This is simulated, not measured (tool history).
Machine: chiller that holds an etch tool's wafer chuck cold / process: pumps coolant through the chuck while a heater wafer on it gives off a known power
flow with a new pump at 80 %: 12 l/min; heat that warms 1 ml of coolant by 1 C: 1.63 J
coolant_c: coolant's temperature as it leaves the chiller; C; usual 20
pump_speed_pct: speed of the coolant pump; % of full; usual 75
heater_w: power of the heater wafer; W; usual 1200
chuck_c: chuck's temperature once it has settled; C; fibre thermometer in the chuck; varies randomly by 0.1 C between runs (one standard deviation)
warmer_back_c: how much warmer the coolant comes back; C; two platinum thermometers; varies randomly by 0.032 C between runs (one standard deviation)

{"run": 1, "hour": 0.0, "coolant_c": 20, "pump_speed_pct": 75, "heater_w": 1200, "chuck_c": 29.1, "warmer_back_c": 3.9}
{"run": 2, "hour": 28.5, "coolant_c": 11, "pump_speed_pct": 75, "heater_w": 1200, "chuck_c": 20.2, "warmer_back_c": 3.91}
{"run": 3, "hour": 74.8, "coolant_c": 20, "pump_speed_pct": 75, "heater_w": 1200, "chuck_c": 29.2, "warmer_back_c": 3.91}
{"run": 4, "hour": 116.9, "coolant_c": 20, "pump_speed_pct": 75, "heater_w": 1200, "chuck_c": 29.2, "warmer_back_c": 3.89}
{"run": 5, "hour": 156.3, "coolant_c": 20, "pump_speed_pct": 75, "heater_w": 1383, "chuck_c": 30.6, "warmer_back_c": 4.5}
{"run": 6, "hour": 209.9, "coolant_c": 20, "pump_speed_pct": 75, "heater_w": 1383, "chuck_c": 30.7, "warmer_back_c": 4.43}
{"run": 7, "hour": 264.3, "coolant_c": 20, "pump_speed_pct": 75, "heater_w": 1383, "chuck_c": 30.6, "warmer_back_c": 4.45}
{"run": 8, "hour": 326.7, "coolant_c": 20, "pump_speed_pct": 75, "heater_w": 1383, "chuck_c": 30.6, "warmer_back_c": 4.39}
{"run": 9, "hour": 383.2, "coolant_c": 20, "pump_speed_pct": 75, "heater_w": 1200, "chuck_c": 29.1, "warmer_back_c": 3.75}
{"run": 10, "hour": 416.7, "coolant_c": 20, "pump_speed_pct": 75, "heater_w": 876, "chuck_c": 26.7, "warmer_back_c": 2.65}
{"run": 11, "hour": 455.5, "coolant_c": 20, "pump_speed_pct": 75, "heater_w": 876, "chuck_c": 26.7, "warmer_back_c": 2.68}
{"run": 12, "hour": 495.4, "coolant_c": 20, "pump_speed_pct": 75, "heater_w": 876, "chuck_c": 26.8, "warmer_back_c": 2.65}
{"run": 13, "hour": 559.7, "coolant_c": 20, "pump_speed_pct": 75, "heater_w": 1250, "chuck_c": 29.7, "warmer_back_c": 3.81}
{"run": 14, "hour": 620.9, "coolant_c": 30, "pump_speed_pct": 75, "heater_w": 1200, "chuck_c": 39.2, "warmer_back_c": 3.71}
{"run": 15, "hour": 683.9, "coolant_c": 30, "pump_speed_pct": 75, "heater_w": 1200, "chuck_c": 39.2, "warmer_back_c": 3.66}
{"run": 16, "hour": 720.1, "coolant_c": 30, "pump_speed_pct": 75, "heater_w": 1200, "chuck_c": 39.2, "warmer_back_c": 3.58}
{"run": 17, "hour": 776.8, "coolant_c": 13, "pump_speed_pct": 75, "heater_w": 1249, "chuck_c": 22.4, "warmer_back_c": 3.74}
{"run": 18, "hour": 822.1, "coolant_c": 20, "pump_speed_pct": 86, "heater_w": 1200, "chuck_c": 28.2, "warmer_back_c": 3.4}
{"run": 19, "hour": 851.8, "coolant_c": 26, "pump_speed_pct": 95, "heater_w": 1200, "chuck_c": 33.8, "warmer_back_c": 3.02}
{"run": 20, "hour": 896.9, "coolant_c": 26, "pump_speed_pct": 95, "heater_w": 1200, "chuck_c": 33.7, "warmer_back_c": 3.02}
{"run": 21, "hour": 928.5, "coolant_c": 26, "pump_speed_pct": 95, "heater_w": 1200, "chuck_c": 33.6, "warmer_back_c": 3}
{"run": 22, "hour": 991.6, "coolant_c": 26, "pump_speed_pct": 95, "heater_w": 1200, "chuck_c": 33.4, "warmer_back_c": 2.95}
{"run": 23, "hour": 1032.7, "coolant_c": 15, "pump_speed_pct": 64, "heater_w": 855, "chuck_c": 22.5, "warmer_back_c": 3.32}
{"run": 24, "hour": 1095.1, "coolant_c": 28, "pump_speed_pct": 73, "heater_w": 678, "chuck_c": 33.4, "warmer_back_c": 2.16}
{"run": 25, "hour": 1157.6, "coolant_c": 28, "pump_speed_pct": 73, "heater_w": 678, "chuck_c": 33.4, "warmer_back_c": 2.13}
{"run": 26, "hour": 1184.6, "coolant_c": 28, "pump_speed_pct": 73, "heater_w": 678, "chuck_c": 33.3, "warmer_back_c": 2.09}
{"run": 27, "hour": 1247.8, "coolant_c": 28, "pump_speed_pct": 73, "heater_w": 678, "chuck_c": 33.2, "warmer_back_c": 2.08}
{"run": 28, "hour": 1299.5, "coolant_c": 20, "pump_speed_pct": 99, "heater_w": 1522, "chuck_c": 29.3, "warmer_back_c": 3.46}
{"run": 29, "hour": 1341.7, "coolant_c": 22, "pump_speed_pct": 75, "heater_w": 1200, "chuck_c": 31.2, "warmer_back_c": 3.71}
{"run": 30, "hour": 1408.6, "coolant_c": 22, "pump_speed_pct": 75, "heater_w": 1200, "chuck_c": 31.4, "warmer_back_c": 3.75}
{"run": 31, "hour": 1465.5, "coolant_c": 10, "pump_speed_pct": 63, "heater_w": 663, "chuck_c": 15.9, "warmer_back_c": 2.37}

Put back what was entered between runs (1 entry, withheld): which listed runs does each sit between, and how does the hidden state differ from the listed run before to the listed run after?
From run 17 to run 18: gauge calibrated (hour 821.6)
  flow at a given pump speed, % of a new pump's: 100 -> 99.9; drift of the gauge itself on warmer_back_c, C: -0.39 -> 0
  measured minus no-state result, warmer_back_c: -0.39 -> +0 C

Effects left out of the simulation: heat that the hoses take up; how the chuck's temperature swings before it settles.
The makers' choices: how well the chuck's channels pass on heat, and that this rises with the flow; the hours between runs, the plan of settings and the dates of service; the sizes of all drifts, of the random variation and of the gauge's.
